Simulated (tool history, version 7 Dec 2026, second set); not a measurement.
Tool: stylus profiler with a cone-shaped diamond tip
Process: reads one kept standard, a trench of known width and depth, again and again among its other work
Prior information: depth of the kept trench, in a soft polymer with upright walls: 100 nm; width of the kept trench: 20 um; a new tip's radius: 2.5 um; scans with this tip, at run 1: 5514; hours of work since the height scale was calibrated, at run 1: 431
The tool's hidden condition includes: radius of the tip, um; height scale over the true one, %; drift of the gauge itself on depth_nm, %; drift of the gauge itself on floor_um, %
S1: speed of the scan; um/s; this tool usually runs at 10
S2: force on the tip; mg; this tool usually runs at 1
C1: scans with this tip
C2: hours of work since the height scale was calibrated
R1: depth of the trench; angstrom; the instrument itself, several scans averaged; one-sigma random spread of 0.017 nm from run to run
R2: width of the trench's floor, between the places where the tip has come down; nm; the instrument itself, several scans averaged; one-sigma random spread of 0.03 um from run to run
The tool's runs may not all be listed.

run    hour  S1    S2    C1   C2      R1     R2
  1       0  10     1  5514  431  1010.3  17750
  2      52  10     1  5860  458  1010.4  17690
  3   106.6   4     1  6223  486  1010.3  17610
  4   161.3   4     1  6587  515  1010.6  17550
  5     261  28     1  7250  567  1010.7  17320
  6   316.7  28     1  7621  596  1010.7  17280
  7   378.2  10     1  8030  627  1011.2  17360
  8   464.6  10     1  8604  672  1011.2  17360
      480.2  -- new tip fitted, height scale calibrated
  9   552.8  22     1   483   38  1008.1  18340
 10   641.1  13     1  1070   84  1008.3  18330
 11   700.8  13     1  1467  115  1008.9  18290
 12   761.7  13     1  1872  146  1008.4  18160
 13   829.1  13     1  2321  181  1008.6  18080
 14   940.4  10     1  3061  239  1008.8  18020
 15  1029.4  10     1  3652  285  1008.9  17900
 16    1090   8     1  4056  317  1009.1  17860
 17  1199.3   8     1  4783  374  1009.4  17830
 18  1311.2   8     1  5527  432  1009.4  17660
 19  1382.7  10  1.78  6003  469  1013.7  17670
 20  1468.8  10  1.78  6576  514    1014  17520
 21  1581.1  10  0.85  7322  572  1009.5  17460
 22  1665.4  10  0.85  7883  616  1009.6  17410
 23    1775   9     1  8612  673  1010.7  17350
     1786.6  -- new tip fitted, height scale calibrated
 24  1866.1   9     1   529   41  1008.5  18400
 25  1953.3   9     1  1109   87  1008.8  18340
 26  2050.8   9     1  1757  137    1009  18230
 27  2103.9   3  1.96  2110  165  1013.8  18160
 28  2174.3  16  1.15  2579  202  1009.8  18060
 29  2251.8  11  0.61  3094  242  1006.6  17960
 30    2357   6  1.02  3794  296  1009.6  17900
 31  2444.7   4  0.98  4377  342  1009.5  17890
 32    2501  18   1.6  4752  371    1013  17730
 33  2620.1  19  1.24  5544  433  1011.5  17670
 34  2730.8   2  1.25  6280  491  1011.6  17640
 35  2830.8   3  0.44  6945  543  1006.2  17540
 36  2901.4  33     1  7415  579  1010.3  17290
 37    2978   4  1.38  7925  619  1012.7  17420
 38  3089.1   8     1  8664  677  1010.6  17310
     3099.2  -- new tip fitted, height scale calibrated
 39  3144.8   8     1   303   24  1009.1  18450
 40  3242.5  23  1.79   953   75  1013.1  18300
 41  3346.5   4  0.77  1645  129  1007.7  18320
 42  3440.3   6  0.89  2269  177  1008.8  18130
 43  3509.6   6  0.89  2729  213    1009  18090
 44  3622.7   2  0.43  3482  272  1006.3  17980
 45  3733.8   2  0.43  4221  330  1006.2  17950
 46  3814.2  19   1.2  4755  372  1011.3  17730

Alternative continuations, all from the tool just after run 46; predict every row:
  A  3917.8  10     1  5444  425   ?   ?
  B  3917.8  15  0.85  5444  425   ?   ?
  C  3917.8   5  0.84  5444  425   ?   ?
  D  3917.8  18     1  5444  425   ?   ?

run      R1     R2
  A  1010.4  17660
  B  1009.6  17660
  C  1009.4  17700
  D    1010  17710
With the hidden condition removed and each run's random variation left untouched, the same runs would have given:
run      R1     R2
  A  1008.6  18500
  B  1007.7  18500
  C  1007.6  18540
  D  1008.2  18550
